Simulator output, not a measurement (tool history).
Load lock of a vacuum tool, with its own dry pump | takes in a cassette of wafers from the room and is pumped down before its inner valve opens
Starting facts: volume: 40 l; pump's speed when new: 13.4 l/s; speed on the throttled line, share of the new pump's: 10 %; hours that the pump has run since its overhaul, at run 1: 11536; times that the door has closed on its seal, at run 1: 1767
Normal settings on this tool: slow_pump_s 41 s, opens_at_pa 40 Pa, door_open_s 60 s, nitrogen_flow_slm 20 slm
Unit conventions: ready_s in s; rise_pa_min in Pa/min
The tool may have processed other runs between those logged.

| run | day | slow_pump_s | opens_at_pa | door_open_s | nitrogen_flow_slm | hours that the pump has run since its overhaul | times that the door has closed on its seal | incoming humidity of the room's air, % | ready_s | rise_pa_min |
|---|---|---|---|---|---|---|---|---|---|---|
| 1 | 0 | 41 | 40 | 60 | 20 | 11536 | 1767 | 45.9 | 62.2 | 0.023 |
| 2 | 3.983 | 41 | 67 | 60 | 20 | 11632 | 2078 | 44.5 | 60.7 | 0.022 |
| 3 | 8.304 | 41 | 67 | 60 | 20 | 11736 | 2416 | 43.5 | 60.7 | 0.025 |
| 4 | 12.058 | 41 | 40 | 60 | 20 | 11826 | 2709 | 44.2 | 62.4 | 0.024 |
| 5 | 15.45 | 41 | 40 | 60 | 20 | 11907 | 2974 | 42 | 62.2 | 0.024 |
| 6 | 17.975 | 41 | 40 | 60 | 20 | 11968 | 3172 | 44.6 | 62.5 | 0.032 |
| 7 | 20.233 | 41 | 40 | 60 | 20 | 12022 | 3348 | 42.8 | 62.5 | 0.03 |
| 8 | 24.329 | 41 | 40 | 60 | 20 | 12120 | 3668 | 46.1 | 62.4 | 0.029 |
| 9 | 26.467 | 41 | 40 | 60 | 20 | 12172 | 3835 | 44.8 | 62.4 | 0.028 |
| 10 | 28.571 | 41 | 40 | 69 | 20 | 12222 | 4000 | 42.8 | 62.3 | 0.032 |
| 11 | 31.662 | 41 | 40 | 69 | 9 | 12296 | 4241 | 46.7 | 62.4 | 0.046 |
| 12 | 34.096 | 41 | 40 | 69 | 9 | 12355 | 4432 | 44.5 | 62.5 | 0.042 |
| 13 | 37.792 | 41 | 40 | 69 | 9 | 12443 | 4720 | 48.8 | 62.8 | 0.041 |
| 14 | 42.371 | 41 | 40 | 60 | 20 | 12553 | 5078 | 42.8 | 62.4 | 0.033 |
| 15 | 45.95 | 41 | 40 | 60 | 20 | 12639 | 5358 | 47.4 | 62.8 | 0.04 |
| 16 | 49.612 | 41 | 40 | 60 | 20 | 12727 | 5644 | 46.8 | 62.6 | 0.042 |
| 17 | 53.929 | 60 | 40 | 60 | 20 | 12831 | 5981 | 45 | 79.2 | 0.042 |
| 18 | 58.558 | 60 | 40 | 60 | 20 | 12942 | 6343 | 46.2 | 79.3 | 0.039 |
| 19 | 61.158 | 60 | 40 | 60 | 20 | 13004 | 6546 | 42.6 | 79.4 | 0.044 |
|  | 63.008 | dry pump taken out, an overhauled one fitted |
| 20 | 65.771 | 44 | 40 | 60 | 10 | 66 | 6887 | 43.7 | 63.2 | 0.05 |
| 21 | 70.275 | 44 | 40 | 60 | 10 | 174 | 7239 | 42.7 | 63 | 0.045 |
| 22 | 74.817 | 44 | 40 | 60 | 10 | 283 | 7594 | 44.5 | 62.9 | 0.053 |
| 23 | 79.4 | 44 | 40 | 60 | 10 | 393 | 7952 | 43.9 | 63.1 | 0.054 |
| 24 | 82.912 | 28 | 65 | 60 | 20 | 478 | 8227 | 46.8 | 47.2 | 0.051 |
| 25 | 85.896 | 50 | 50 | 30 | 10 | 549 | 8460 | 46.9 | 67.7 | 0.05 |
| 26 | 89.95 | 39 | 29 | 30 | 10 | 647 | 8777 | 43.7 | 59.6 | 0.052 |
| 27 | 92.55 | 72 | 32 | 30 | 24 | 709 | 8980 | 46.2 | 89.3 | 0.045 |
| 28 | 95.271 | 41 | 63 | 193 | 20 | 774 | 9193 | 43.9 | 59.1 | 0.065 |
| 29 | 97.417 | 41 | 28 | 60 | 35 | 826 | 9361 | 46.4 | 61.4 | 0.045 |
| 30 | 99.754 | 41 | 28 | 60 | 35 | 882 | 9543 | 47.5 | 61.6 | 0.048 |
| 31 | 102.633 | 44 | 28 | 212 | 35 | 951 | 9768 | 43.8 | 64.3 | 0.068 |
| 32 | 104.562 | 44 | 28 | 212 | 35 | 997 | 9919 | 44.8 | 64.1 | 0.061 |
| 33 | 108.617 | 44 | 78 | 123 | 26 | 1095 | 10236 | 46.6 | 61.2 | 0.066 |
| 34 | 110.642 | 46 | 78 | 123 | 5 | 1143 | 10394 | 44.3 | 63.1 | 0.08 |
| 35 | 114.408 | 46 | 78 | 123 | 5 | 1234 | 10689 | 44.4 | 63.1 | 0.087 |
| 36 | 116.475 | 38 | 70 | 35 | 4 | 1283 | 10850 | 42.8 | 56.2 | 0.064 |

Predict each of these 5 candidate next runs independently; none follows another, all start after run 36:
| A | 120.817 | 23 | 70 | 35 | 4 | 1387 | 11189 | 48 | ? | ? |
| B | 120.817 | 38 | 70 | 35 | 12 | 1387 | 11189 | 45.9 | ? | ? |
| C | 120.817 | 38 | 63 | 46 | 11 | 1387 | 11189 | 47 | ? | ? |
| D | 120.817 | 42 | 55 | 35 | 4 | 1387 | 11189 | 48.7 | ? | ? |
| E | 120.817 | 45 | 68 | 87 | 4 | 1387 | 11189 | 46.8 | ? | ? |

| run | ready_s | rise_pa_min |
|---|---|---|
| A | 42.6 | 0.069 |
| B | 56.3 | 0.062 |
| C | 56.5 | 0.069 |
| D | 60.6 | 0.072 |
| E | 62.7 | 0.087 |
What these runs would have given with no unlogged condition in the tool:
| run | ready_s | rise_pa_min |
|---|---|---|
| A | 42.5 | 0.025 |
| B | 56.2 | 0.018 |
| C | 56.4 | 0.025 |
| D | 60.5 | 0.027 |
| E | 62.6 | 0.043 |
